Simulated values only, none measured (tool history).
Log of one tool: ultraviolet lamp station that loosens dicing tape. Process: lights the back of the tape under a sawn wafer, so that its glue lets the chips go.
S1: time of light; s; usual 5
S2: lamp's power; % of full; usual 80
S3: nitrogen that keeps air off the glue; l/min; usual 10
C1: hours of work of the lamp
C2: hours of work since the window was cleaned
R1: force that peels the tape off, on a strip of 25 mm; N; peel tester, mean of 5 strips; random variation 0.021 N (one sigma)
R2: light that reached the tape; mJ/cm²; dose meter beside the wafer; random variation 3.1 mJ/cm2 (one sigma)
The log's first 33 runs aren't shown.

Run 34, hour 1559.7: usual settings but S1 2 s, S2 69 % of full, S3 3 l/min; C1 837; C2 250. Result: R1 8.093 N, R2 111 mJ/cm².
Run 35, hour 1598.1: usual settings but S2 98 % of full, S3 5 l/min; C1 859; C2 272. Result: R1 2.547 N, R2 390 mJ/cm².
Run 36, hour 1624.4: usual settings but S2 98 % of full, S3 5 l/min; C1 874; C2 287. Result: R1 2.618 N, R2 389 mJ/cm².
Run 37, hour 1655.8: usual settings but S2 62 % of full, S3 4 l/min; C1 891; C2 304. Result: R1 5.020 N, R2 234 mJ/cm².
Run 38, hour 1711.5: usual settings but S2 70 % of full, S3 14 l/min; C1 923; C2 336. Result: R1 2.374 N, R2 265 mJ/cm².
At hour 1716.5: window cleaned of glue's vapour.
Run 39, hour 1773.4: usual settings but S2 70 % of full, S3 14 l/min; C1 957; C2 32. Result: R1 2.110 N, R2 280 mJ/cm².
Run 40, hour 1820.5: usual settings but S1 3 s; C1 984; C2 59. Result: R1 4.313 N, R2 192 mJ/cm².
Run 41, hour 1864.9: usual settings but S3 4 l/min; C1 1009; C2 84. Result: R1 3.866 N, R2 314 mJ/cm².
Run 42, hour 1924.2: usual settings but S3 14 l/min; C1 1042; C2 117. Result: R1 1.816 N, R2 303 mJ/cm².

Forecast each of these 5 alternatives for the next run:
Run A, hour 1955.8: usual settings but S1 3 s, S2 72 % of full, S3 14 l/min; C1 1060; C2 135. Result: R1 ?, R2 ?.
Run B, hour 1955.8: usual settings but S2 77 % of full, S3 3 l/min; C1 1060; C2 135. Result: R1 ?, R2 ?.
Run C, hour 1955.8: usual settings but S1 3 s, S2 74 % of full, S3 16 l/min; C1 1060; C2 135. Result: R1 ?, R2 ?.
Run D, hour 1955.8: usual settings but S3 3 l/min; C1 1060; C2 135. Result: R1 ?, R2 ?.
Run E, hour 1955.8: usual settings but S1 2 s, S2 69 % of full, S3 19 l/min; C1 1060; C2 135. Result: R1 ?, R2 ?.

run     R1   R2
  A  4.264  160
  B  4.769  295
  C  3.970  167
  D  4.488  304
  E  5.577  103
Without the tool's hidden state the same runs would have given:
run     R1   R2
  A  2.421  258
  B  2.826  471
  C  2.162  267
  D  2.606  485
  E  3.695  165
